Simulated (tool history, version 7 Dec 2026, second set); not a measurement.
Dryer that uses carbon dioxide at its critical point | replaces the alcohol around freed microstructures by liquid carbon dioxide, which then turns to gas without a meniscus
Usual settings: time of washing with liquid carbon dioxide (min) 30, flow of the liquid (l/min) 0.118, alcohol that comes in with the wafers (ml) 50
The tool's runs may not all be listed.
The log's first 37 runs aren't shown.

run,hour,time of washing with liquid carbon dioxide (min),flow of the liquid (l/min),alcohol that comes in with the wafers (ml),alcohol left in the vessel before it's heated (ppm by volume)
38,659.7,27,0.167,82,110
39,675.5,27,0.167,82,102
40,697.9,27,0.167,41,93
41,717.0,27,0.123,22,175
42,728.9,27,0.176,54,87
43,749.6,32,0.098,107,889
44,765.6,24,0.201,21,74
45,785.4,30,0.108,50,389
46,797.3,32,0.201,50,68
47,812.6,36,0.093,50,349

3 ways to go on from here, each from the tool as it stands after run 47. What would each give?
A,827.4,45,0.118,86,?
B,827.4,45,0.086,35,?
C,827.4,33,0.073,66,?

run,alcohol left in the vessel before it's heated (ppm by volume)
A,73
B,148
C,2053
Without the tool's hidden state the same runs would have given:
run,alcohol left in the vessel before it's heated (ppm by volume)
A,8
B,62
C,1549
